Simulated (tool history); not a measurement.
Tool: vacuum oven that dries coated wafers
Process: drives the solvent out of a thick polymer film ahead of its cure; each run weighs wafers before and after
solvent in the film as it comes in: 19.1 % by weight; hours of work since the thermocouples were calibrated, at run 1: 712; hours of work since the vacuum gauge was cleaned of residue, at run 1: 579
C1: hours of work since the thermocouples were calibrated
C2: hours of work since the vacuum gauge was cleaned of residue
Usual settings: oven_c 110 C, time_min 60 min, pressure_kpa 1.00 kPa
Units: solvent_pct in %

run 1 day=0.000 | oven_c=110 time_min=60 pressure_kpa=1.00 | C1=712 C2=579 | solvent_pct=2.28
run 2 day=1.225 | oven_c=110 time_min=60 pressure_kpa=0.66 | C1=734 C2=601 | solvent_pct=2.21
run 3 day=2.600 | oven_c=97 time_min=60 pressure_kpa=0.66 | C1=758 C2=625 | solvent_pct=6.88
run 4 day=3.925 | oven_c=97 time_min=60 pressure_kpa=0.66 | C1=782 C2=649 | solvent_pct=6.93
run 5 day=5.158 | oven_c=97 time_min=60 pressure_kpa=0.66 | C1=804 C2=671 | solvent_pct=6.92
run 6 day=6.225 | oven_c=110 time_min=60 pressure_kpa=1.00 | C1=823 C2=689 | solvent_pct=2.30
run 7 day=7.417 | oven_c=110 time_min=60 pressure_kpa=1.00 | C1=844 C2=711 | solvent_pct=2.27
run 8 day=8.142 | oven_c=110 time_min=60 pressure_kpa=1.00 | C1=856 C2=723 | solvent_pct=2.30
run 9 day=9.454 | oven_c=110 time_min=60 pressure_kpa=1.00 | C1=880 C2=747 | solvent_pct=2.27
run 10 day=10.604 | oven_c=110 time_min=60 pressure_kpa=1.00 | C1=900 C2=767 | solvent_pct=2.31
run 11 day=11.279 | oven_c=110 time_min=60 pressure_kpa=1.00 | C1=912 C2=779 | solvent_pct=2.26
run 12 day=12.475 | oven_c=110 time_min=60 pressure_kpa=1.00 | C1=933 C2=800 | solvent_pct=2.23
run 13 day=13.462 | oven_c=110 time_min=60 pressure_kpa=1.00 | C1=951 C2=818 | solvent_pct=2.30
run 14 day=14.683 | oven_c=110 time_min=60 pressure_kpa=1.00 | C1=972 C2=839 | solvent_pct=2.27
run 15 day=15.396 | oven_c=110 time_min=60 pressure_kpa=1.00 | C1=985 C2=852 | solvent_pct=2.25
run 16 day=16.096 | oven_c=110 time_min=60 pressure_kpa=3.71 | C1=997 C2=864 | solvent_pct=2.81
run 17 day=17.321 | oven_c=97 time_min=60 pressure_kpa=1.00 | C1=1019 C2=886 | solvent_pct=6.90
run 18 day=18.388 | oven_c=110 time_min=60 pressure_kpa=1.00 | C1=1038 C2=905 | solvent_pct=2.33
run 19 day=19.154 | oven_c=110 time_min=60 pressure_kpa=1.00 | C1=1052 C2=918 | solvent_pct=2.27
run 20 day=20.546 | oven_c=110 time_min=60 pressure_kpa=1.00 | C1=1076 C2=943 | solvent_pct=2.22
run 21 day=21.542 | oven_c=114 time_min=60 pressure_kpa=1.00 | C1=1094 C2=961 | solvent_pct=1.29
run 22 day=22.438 | oven_c=114 time_min=60 pressure_kpa=1.00 | C1=1110 C2=977 | solvent_pct=1.31
run 23 day=23.338 | oven_c=114 time_min=60 pressure_kpa=1.00 | C1=1126 C2=992 | solvent_pct=1.34
run 24 day=24.021 | oven_c=114 time_min=60 pressure_kpa=1.00 | C1=1138 C2=1005 | solvent_pct=1.30
run 25 day=24.712 | oven_c=114 time_min=60 pressure_kpa=1.00 | C1=1150 C2=1017 | solvent_pct=1.33
run 26 day=26.092 | oven_c=110 time_min=60 pressure_kpa=0.53 | C1=1174 C2=1041 | solvent_pct=2.12
run 27 day=26.933 | oven_c=110 time_min=60 pressure_kpa=0.53 | C1=1189 C2=1056 | solvent_pct=2.23
run 28 day=27.617 | oven_c=110 time_min=75 pressure_kpa=2.68 | C1=1201 C2=1068 | solvent_pct=1.82
run 29 day=28.375 | oven_c=110 time_min=49 pressure_kpa=0.64 | C1=1215 C2=1082 | solvent_pct=3.07
run 30 day=29.088 | oven_c=110 time_min=49 pressure_kpa=2.86 | C1=1227 C2=1094 | solvent_pct=3.48
run 31 day=30.512 | oven_c=110 time_min=69 pressure_kpa=0.78 | C1=1253 C2=1120 | solvent_pct=1.70
run 32 day=31.192 | oven_c=95 time_min=60 pressure_kpa=2.31 | C1=1265 C2=1132 | solvent_pct=8.07
run 33 day=31.854 | oven_c=103 time_min=96 pressure_kpa=2.31 | C1=1276 C2=1143 | solvent_pct=2.64
run 34 day=32.838 | oven_c=99 time_min=60 pressure_kpa=0.54 | C1=1294 C2=1161 | solvent_pct=6.06
run 35 day=34.129 | oven_c=99 time_min=60 pressure_kpa=0.54 | C1=1317 C2=1184 | solvent_pct=6.10
run 36 day=34.992 | oven_c=110 time_min=78 pressure_kpa=0.87 | C1=1332 C2=1199 | solvent_pct=1.31
run 37 day=35.896 | oven_c=101 time_min=72 pressure_kpa=3.54 | C1=1348 C2=1215 | solvent_pct=4.99
run 38 day=36.971 | oven_c=110 time_min=60 pressure_kpa=1.12 | C1=1367 C2=1234 | solvent_pct=2.28
run 39 day=38.212 | oven_c=110 time_min=99 pressure_kpa=1.64 | C1=1389 C2=1256 | solvent_pct=0.92
run 40 day=38.854 | oven_c=110 time_min=67 pressure_kpa=2.38 | C1=1400 C2=1267 | solvent_pct=2.13
run 41 day=40.254 | oven_c=110 time_min=67 pressure_kpa=2.38 | C1=1425 C2=1292 | solvent_pct=2.09
run 42 day=41.421 | oven_c=110 time_min=67 pressure_kpa=2.38 | C1=1446 C2=1313 | solvent_pct=2.11
run 43 day=42.521 | oven_c=110 time_min=67 pressure_kpa=2.38 | C1=1465 C2=1332 | solvent_pct=2.13
run 44 day=43.708 | oven_c=113 time_min=60 pressure_kpa=1.00 | C1=1486 C2=1353 | solvent_pct=1.49
run 45 day=44.312 | oven_c=125 time_min=50 pressure_kpa=1.44 | C1=1497 C2=1364 | solvent_pct=0.42
run 46 day=44.900 | oven_c=125 time_min=50 pressure_kpa=1.44 | C1=1507 C2=1374 | solvent_pct=0.39
run 47 day=45.704 | oven_c=104 time_min=44 pressure_kpa=1.05 | C1=1522 C2=1389 | solvent_pct=5.98

Forecast each of these 4 alternatives for the next run:
run A day=47.129 | oven_c=112 time_min=60 pressure_kpa=1.00 | C1=1547 C2=1414 | solvent_pct=?
run B day=47.129 | oven_c=125 time_min=105 pressure_kpa=1.09 | C1=1547 C2=1414 | solvent_pct=?
run C day=47.129 | oven_c=104 time_min=73 pressure_kpa=1.36 | C1=1547 C2=1414 | solvent_pct=?
run D day=47.129 | oven_c=110 time_min=81 pressure_kpa=1.00 | C1=1547 C2=1414 | solvent_pct=?

run=A solvent_pct=1.79
run=B solvent_pct=0.17
run=C solvent_pct=3.30
run=D solvent_pct=1.23
Without the tool's hidden state the same runs would have given:
run=A solvent_pct=1.81
run=B solvent_pct=0.17
run=C solvent_pct=3.33
run=D solvent_pct=1.25
